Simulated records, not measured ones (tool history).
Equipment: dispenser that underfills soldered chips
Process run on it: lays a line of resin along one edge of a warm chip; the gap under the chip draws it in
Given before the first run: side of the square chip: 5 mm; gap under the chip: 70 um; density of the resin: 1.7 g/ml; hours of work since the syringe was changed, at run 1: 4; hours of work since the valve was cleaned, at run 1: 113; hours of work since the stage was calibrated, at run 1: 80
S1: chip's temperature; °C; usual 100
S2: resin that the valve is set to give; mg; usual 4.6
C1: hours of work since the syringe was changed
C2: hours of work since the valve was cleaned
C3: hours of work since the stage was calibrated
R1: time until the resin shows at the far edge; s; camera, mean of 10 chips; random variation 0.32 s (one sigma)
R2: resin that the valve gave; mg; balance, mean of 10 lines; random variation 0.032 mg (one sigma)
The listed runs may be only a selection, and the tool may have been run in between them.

run   hour   S1    S2  C1   C2   C3    R1    R2
  1      0  100   4.6   4  113   80  14.3  4.19
  2    6.3  100   4.6   8  117   85  19.5  4.18
  3   10.1  100   4.6  11  120   87  23.7  4.15
      11.1  -- new syringe of resin
  4   15.6  100   4.6   3  124   91  13.7  4.12
  5     22  100   4.6   7  128   95  18.6   4.1
      25.4  -- dispensing valve cleaned and set on the balance
      28.8  -- new syringe of resin
  6   29.5  100   4.6   0    3   99  11.5  4.57
  7   35.4  100   4.6   4    7  103  14.9  4.52
  8   41.5  100   4.6   9   11  107  20.1  4.57
        46  -- new syringe of resin
  9   50.7  100  4.12   3   17  113  13.5  4.06
 10   59.3  100  4.12   9   22  119  20.7  4.04
      62.9  -- new syringe of resin
 11   65.7  100  4.12   2   26  123  12.5  4.06
 12   73.6  100   4.6   7   32  128  18.6  4.51
 13   78.2  100   4.6  10   35  131    22  4.44
      79.5  -- new syringe of resin
 14   87.7  100   4.6   5   41  138  16.7  4.44
 15   92.6  100  4.78   9   44  141  20.5  4.59
      96.7  -- new syringe of resin
 16   98.7  100  5.58   1   48  145  11.9  5.32
 17  104.9  100  3.98   5   52  149  16.8  3.78
 18  111.7  100  3.98  10   57  154    23  3.78
     113.6  -- new syringe of resin
 19  119.2  102  5.92   4   62  158  13.1  5.61
 20  124.6   85  5.26   7   65  162    31  4.95
     130.9  -- new syringe of resin
 21  132.5  100  5.95   1   71  167  10.6  5.59
 22  140.6  100  4.02   6   76  173  17.4   3.8
 23  145.3  110  4.43  10   79  176  15.7  4.18
     147.7  -- new syringe of resin
 24  150.5  107  4.82   2   82  179   9.8   4.5
 25  155.2  100  5.91   5   86  182  14.8  5.43
 26    160   99  5.45   8   89  185  20.1  5.08
     164.8  -- new syringe of resin
 27  164.8   99  5.45   0   92  188  10.7  4.98
 28  169.4  108   4.6   3   95  192   9.9  4.22
 29    175  107  4.59   7   99  195  13.5  4.17
     181.6  -- new syringe of resin
 30  181.9  103  4.62   0  103  200   9.4  4.24
 31    191  103  4.62   6  109  206    15  4.18
     198.4  -- new syringe of resin
 32  198.4   90  4.53   0  114  211  15.6  4.04
 33  204.4   90  4.53   4  118  215  20.8  4.09
 34  209.1   89  4.57   7  121  218  27.5  4.07
 35  213.7  102  5.73  10  124  221  20.4  5.09

Here are 5 independent what-if runs from the current tool condition. What would each one return?
     215.4  -- new syringe of resin
  A  218.7  98  5.73   2  127  224   ?   ?
     215.4  -- new syringe of resin
  B  218.7  89  4.49   2  127  224   ?   ?
     215.4  -- new syringe of resin
  C  218.7  92  4.39   2  127  224   ?   ?
     215.4  -- new syringe of resin
  D  218.7  95   4.2   2  127  224   ?   ?
     215.4  -- new syringe of resin
  E  218.7  98  5.82   2  127  224   ?   ?

run    R1    R2
  A  12.9  5.12
  B    18  4.01
  C  16.1  3.86
  D  14.7  3.77
  E  12.6  5.21
Had the tool no hidden state, the same runs would have come out as:
run    R1    R2
  A  11.6  5.75
  B  15.9   4.5
  C  14.2  4.34
  D  12.9  4.23
  E  11.3  5.85
